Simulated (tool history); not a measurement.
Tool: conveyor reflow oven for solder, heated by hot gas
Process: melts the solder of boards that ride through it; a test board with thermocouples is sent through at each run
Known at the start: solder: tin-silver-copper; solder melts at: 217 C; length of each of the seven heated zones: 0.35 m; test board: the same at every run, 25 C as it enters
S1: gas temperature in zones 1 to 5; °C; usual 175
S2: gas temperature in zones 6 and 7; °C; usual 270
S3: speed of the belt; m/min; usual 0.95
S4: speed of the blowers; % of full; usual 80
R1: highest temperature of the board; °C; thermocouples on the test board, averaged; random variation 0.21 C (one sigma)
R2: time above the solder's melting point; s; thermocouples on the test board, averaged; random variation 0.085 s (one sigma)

run 1 hour=0 | S1=175 S2=270 S3=0.95 S4=80 | R1=256 R2=34.76
run 2 hour=47.2 | S1=175 S2=270 S3=0.95 S4=80 | R1=256 R2=34.74
run 3 hour=112.1 | S1=175 S2=270 S3=0.95 S4=80 | R1=255.8 R2=34.85
-- hour=152.5 thermocouples of zones 6 and 7 changed
run 4 hour=157.8 | S1=175 S2=270 S3=0.95 S4=80 | R1=252.3 R2=33.49
run 5 hour=189.9 | S1=175 S2=270 S3=1.061 S4=80 | R1=248.3 R2=27.92
-- hour=197.7 belt drive overhauled, speed set with a stopwatch
run 6 hour=260.5 | S1=175 S2=284 S3=1.13 S4=80 | R1=256.9 R2=28.89
run 7 hour=288.6 | S1=166 S2=275 S3=1.122 S4=63 | R1=240.9 R2=20.26

The next listed run, before its measurement:
run 8 hour=317.8 | S1=170 S2=261 S3=0.805 S4=80 | R1=? R2=?

Run 8 gave R1 248.5 °C, R2 37.41 s.
Without the tool's hidden state the same run would have given R1 248.8 °C, R2 37.27 s.
